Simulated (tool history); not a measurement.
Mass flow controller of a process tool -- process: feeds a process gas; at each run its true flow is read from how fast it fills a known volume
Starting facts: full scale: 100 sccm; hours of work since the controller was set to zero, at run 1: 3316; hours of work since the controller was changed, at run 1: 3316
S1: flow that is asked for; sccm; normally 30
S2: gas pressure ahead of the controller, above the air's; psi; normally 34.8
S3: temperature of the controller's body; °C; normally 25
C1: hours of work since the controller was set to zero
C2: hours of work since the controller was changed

run 1 hour=0.0 | S1=30 S2=34.8 S3=25 | C1=3316 C2=3316 | true_flow_(%)=101.01
run 2 hour=83.3 | S1=30 S2=34.8 S3=25 | C1=3376 C2=3376 | true_flow_(%)=101.08
run 3 hour=153.7 | S1=30 S2=34.8 S3=25 | C1=3427 C2=3427 | true_flow_(%)=101.08
run 4 hour=215.2 | S1=30 S2=34.8 S3=25 | C1=3471 C2=3471 | true_flow_(%)=101.13
run 5 hour=309.7 | S1=30 S2=26.1 S3=25 | C1=3539 C2=3539 | true_flow_(%)=101.03
run 6 hour=372.3 | S1=30 S2=26.1 S3=25 | C1=3584 C2=3584 | true_flow_(%)=100.86
run 7 hour=431.8 | S1=30 S2=26.1 S3=25 | C1=3626 C2=3626 | true_flow_(%)=101.04
run 8 hour=548.3 | S1=30 S2=34.8 S3=33 | C1=3710 C2=3710 | true_flow_(%)=100.57
run 9 hour=670.7 | S1=30 S2=34.8 S3=33 | C1=3798 C2=3798 | true_flow_(%)=100.58
run 10 hour=749.1 | S1=30 S2=34.8 S3=25 | C1=3854 C2=3854 | true_flow_(%)=101.14
run 11 hour=810.2 | S1=19 S2=34.8 S3=25 | C1=3898 C2=3898 | true_flow_(%)=102.04
run 12 hour=889.2 | S1=19 S2=34.8 S3=25 | C1=3955 C2=3955 | true_flow_(%)=101.98
run 13 hour=999.6 | S1=19 S2=34.8 S3=25 | C1=4034 C2=4034 | true_flow_(%)=102.01
run 14 hour=1078.4 | S1=30 S2=34.8 S3=25 | C1=4090 C2=4090 | true_flow_(%)=101.29
run 15 hour=1180.7 | S1=30 S2=34.8 S3=25 | C1=4164 C2=4164 | true_flow_(%)=101.23
run 16 hour=1282.8 | S1=26 S2=34.8 S3=25 | C1=4237 C2=4237 | true_flow_(%)=101.40
run 17 hour=1341.0 | S1=26 S2=34.8 S3=25 | C1=4279 C2=4279 | true_flow_(%)=101.54
run 18 hour=1435.4 | S1=26 S2=34.8 S3=25 | C1=4347 C2=4347 | true_flow_(%)=101.58
run 19 hour=1541.9 | S1=26 S2=34.8 S3=25 | C1=4423 C2=4423 | true_flow_(%)=101.77
run 20 hour=1594.9 | S1=27 S2=34.8 S3=25 | C1=4461 C2=4461 | true_flow_(%)=101.65
run 21 hour=1707.5 | S1=30 S2=29.7 S3=25 | C1=4542 C2=4542 | true_flow_(%)=101.57
run 22 hour=1765.0 | S1=30 S2=29.7 S3=25 | C1=4583 C2=4583 | true_flow_(%)=101.50
run 23 hour=1828.2 | S1=30 S2=34.8 S3=25 | C1=4628 C2=4628 | true_flow_(%)=101.61
run 24 hour=1885.2 | S1=30 S2=34.8 S3=32 | C1=4669 C2=4669 | true_flow_(%)=101.13
run 25 hour=1948.6 | S1=30 S2=34.8 S3=32 | C1=4715 C2=4715 | true_flow_(%)=101.11
run 26 hour=2022.9 | S1=30 S2=34.8 S3=32 | C1=4768 C2=4768 | true_flow_(%)=101.12
run 27 hour=2087.0 | S1=30 S2=34.8 S3=32 | C1=4814 C2=4814 | true_flow_(%)=101.06
run 28 hour=2153.5 | S1=14 S2=26.8 S3=25 | C1=4862 C2=4862 | true_flow_(%)=103.32
run 29 hour=2208.7 | S1=52 S2=24.5 S3=31 | C1=4901 C2=4901 | true_flow_(%)=100.45
run 30 hour=2313.3 | S1=52 S2=24.5 S3=31 | C1=4976 C2=4976 | true_flow_(%)=100.61
run 31 hour=2429.3 | S1=30 S2=24.1 S3=37 | C1=5060 C2=5060 | true_flow_(%)=100.76
run 32 hour=2555.7 | S1=30 S2=24.1 S3=37 | C1=5150 C2=5150 | true_flow_(%)=100.72
run 33 hour=2663.9 | S1=30 S2=24.1 S3=37 | C1=5228 C2=5228 | true_flow_(%)=100.65
run 34 hour=2771.5 | S1=30 S2=24.1 S3=37 | C1=5305 C2=5305 | true_flow_(%)=100.61
run 35 hour=2854.4 | S1=27 S2=20.7 S3=37 | C1=5365 C2=5365 | true_flow_(%)=101.02
run 36 hour=2931.9 | S1=27 S2=20.7 S3=21 | C1=5420 C2=5420 | true_flow_(%)=102.05
run 37 hour=3053.9 | S1=27 S2=20.7 S3=21 | C1=5508 C2=5508 | true_flow_(%)=102.09
run 38 hour=3153.6 | S1=27 S2=21.2 S3=32 | C1=5580 C2=5580 | true_flow_(%)=101.38
run 39 hour=3259.3 | S1=27 S2=21.2 S3=32 | C1=5655 C2=5655 | true_flow_(%)=101.40
run 40 hour=3383.9 | S1=70 S2=34.8 S3=25 | C1=5745 C2=5745 | true_flow_(%)=101.28
run 41 hour=3484.4 | S1=70 S2=34.8 S3=25 | C1=5817 C2=5817 | true_flow_(%)=101.20
-- hour=3493.0 controller's zero set anew
run 42 hour=3599.1 | S1=14 S2=34.4 S3=25 | C1=76 C2=5899 | true_flow_(%)=99.99
run 43 hour=3689.3 | S1=36 S2=24.5 S3=24 | C1=141 C2=5964 | true_flow_(%)=100.01
run 44 hour=3815.0 | S1=51 S2=37.3 S3=37 | C1=231 C2=6054 | true_flow_(%)=99.45
run 45 hour=3895.6 | S1=51 S2=37.3 S3=37 | C1=289 C2=6112 | true_flow_(%)=99.30
run 46 hour=3951.4 | S1=51 S2=37.3 S3=37 | C1=329 C2=6152 | true_flow_(%)=99.55
run 47 hour=4078.2 | S1=51 S2=21.8 S3=27 | C1=420 C2=6243 | true_flow_(%)=100.07
run 48 hour=4171.5 | S1=51 S2=21.8 S3=27 | C1=487 C2=6310 | true_flow_(%)=100.01

Predict each of these 4 candidate next runs independently; none follows another, all start after run 48:
run A hour=4294.6 | S1=70 S2=24.4 S3=39 | C1=575 C2=6398 | true_flow_(%)=?
run B hour=4294.6 | S1=82 S2=30.9 S3=25 | C1=575 C2=6398 | true_flow_(%)=?
run C hour=4294.6 | S1=51 S2=24.8 S3=27 | C1=575 C2=6398 | true_flow_(%)=?
run D hour=4294.6 | S1=52 S2=37.7 S3=27 | C1=575 C2=6398 | true_flow_(%)=?

run=A true_flow_(%)=99.41
run=B true_flow_(%)=100.68
run=C true_flow_(%)=100.14
run=D true_flow_(%)=100.33
With the hidden condition removed and each run's random variation left untouched, the same runs would have given:
run=A true_flow_(%)=98.50
run=B true_flow_(%)=99.80
run=C true_flow_(%)=99.19
run=D true_flow_(%)=99.38

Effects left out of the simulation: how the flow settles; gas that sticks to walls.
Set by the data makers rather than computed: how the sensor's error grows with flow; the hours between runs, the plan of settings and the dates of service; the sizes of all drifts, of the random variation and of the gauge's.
